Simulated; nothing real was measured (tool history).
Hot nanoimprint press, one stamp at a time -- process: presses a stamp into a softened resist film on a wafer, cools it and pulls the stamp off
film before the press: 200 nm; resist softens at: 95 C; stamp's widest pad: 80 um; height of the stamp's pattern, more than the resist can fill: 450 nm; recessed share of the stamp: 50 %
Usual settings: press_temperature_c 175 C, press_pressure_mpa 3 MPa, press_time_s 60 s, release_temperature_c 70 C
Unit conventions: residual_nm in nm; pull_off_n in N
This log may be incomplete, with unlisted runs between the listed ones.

run 1 hour=0 | press_temperature_c=175 press_pressure_mpa=3 press_time_s=60 release_temperature_c=70 | residual_nm=69.9 pull_off_n=153
-- hour=41.6 plate thermocouple calibrated
run 2 hour=46.4 | press_temperature_c=175 press_pressure_mpa=3 press_time_s=60 release_temperature_c=70 | residual_nm=68.7 pull_off_n=154
run 3 hour=94.7 | press_temperature_c=175 press_pressure_mpa=3 press_time_s=60 release_temperature_c=70 | residual_nm=69.2 pull_off_n=157
run 4 hour=171.1 | press_temperature_c=175 press_pressure_mpa=4.66 press_time_s=60 release_temperature_c=70 | residual_nm=55.5 pull_off_n=176
run 5 hour=220.8 | press_temperature_c=175 press_pressure_mpa=4.66 press_time_s=60 release_temperature_c=70 | residual_nm=54.4 pull_off_n=183
-- hour=273.8 stamp cleaned and given a new release coat
run 6 hour=281.9 | press_temperature_c=165 press_pressure_mpa=2.02 press_time_s=113 release_temperature_c=65 | residual_nm=103.3 pull_off_n=156
-- hour=331.9 plate thermocouple calibrated, once more
run 7 hour=353.3 | press_temperature_c=169 press_pressure_mpa=2.69 press_time_s=60 release_temperature_c=73 | residual_nm=102.6 pull_off_n=151
run 8 hour=430.7 | press_temperature_c=169 press_pressure_mpa=2.69 press_time_s=60 release_temperature_c=73 | residual_nm=102.3 pull_off_n=167
run 9 hour=496.2 | press_temperature_c=169 press_pressure_mpa=2.69 press_time_s=60 release_temperature_c=73 | residual_nm=102.4 pull_off_n=175

What will run 10 give?
-- hour=551.6 stamp cleaned and given a new release coat
run 10 hour=562.6 | press_temperature_c=179 press_pressure_mpa=4.44 press_time_s=40 release_temperature_c=62 | residual_nm=? pull_off_n=?

{"run 10": {"residual_nm": 58.7, "pull_off_n": 178}}
Without the tool's hidden state the same run would have given residual_nm 58.2 nm, pull_off_n 176 N.
